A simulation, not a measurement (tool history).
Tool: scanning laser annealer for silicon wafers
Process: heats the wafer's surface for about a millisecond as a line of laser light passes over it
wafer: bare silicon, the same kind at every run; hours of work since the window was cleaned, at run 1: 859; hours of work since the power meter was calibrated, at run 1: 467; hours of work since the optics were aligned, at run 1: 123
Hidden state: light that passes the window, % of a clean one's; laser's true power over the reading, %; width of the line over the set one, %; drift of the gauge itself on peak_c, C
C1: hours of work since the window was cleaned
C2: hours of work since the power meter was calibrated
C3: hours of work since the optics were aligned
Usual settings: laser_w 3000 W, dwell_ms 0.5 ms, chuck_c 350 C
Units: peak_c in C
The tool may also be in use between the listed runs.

{"run": 1, "day": 0.0, "laser_w": 3000, "dwell_ms": 0.5, "chuck_c": 350, "C1": 859, "C2": 467, "C3": 123, "peak_c": 1070}
{"run": 2, "day": 0.671, "laser_w": 3000, "dwell_ms": 0.5, "chuck_c": 350, "C1": 869, "C2": 477, "C3": 133, "peak_c": 1066}
{"run": 3, "day": 1.383, "laser_w": 3000, "dwell_ms": 0.5, "chuck_c": 350, "C1": 880, "C2": 488, "C3": 144, "peak_c": 1068}
{"run": 4, "day": 2.004, "laser_w": 3000, "dwell_ms": 0.5, "chuck_c": 350, "C1": 890, "C2": 497, "C3": 154, "peak_c": 1066}
{"run": 5, "day": 2.671, "laser_w": 3000, "dwell_ms": 0.5, "chuck_c": 350, "C1": 900, "C2": 508, "C3": 164, "peak_c": 1069}
{"run": 6, "day": 3.762, "laser_w": 3000, "dwell_ms": 0.5, "chuck_c": 350, "C1": 917, "C2": 524, "C3": 180, "peak_c": 1067}
{"run": 7, "day": 4.954, "laser_w": 3000, "dwell_ms": 0.5, "chuck_c": 350, "C1": 935, "C2": 543, "C3": 199, "peak_c": 1068}
{"run": 8, "day": 6.0, "laser_w": 3000, "dwell_ms": 0.5, "chuck_c": 350, "C1": 951, "C2": 559, "C3": 215, "peak_c": 1071}
{"run": 9, "day": 6.688, "laser_w": 3000, "dwell_ms": 0.5, "chuck_c": 350, "C1": 962, "C2": 569, "C3": 225, "peak_c": 1067}

Forecast run 10:
{"run": 10, "day": 7.212, "laser_w": 3000, "dwell_ms": 0.5, "chuck_c": 350, "C1": 970, "C2": 577, "C3": 233, "peak_c": "?"}

peak_c: 1071 C
Without the tool's hidden state the same run would have given peak_c 1072 C.
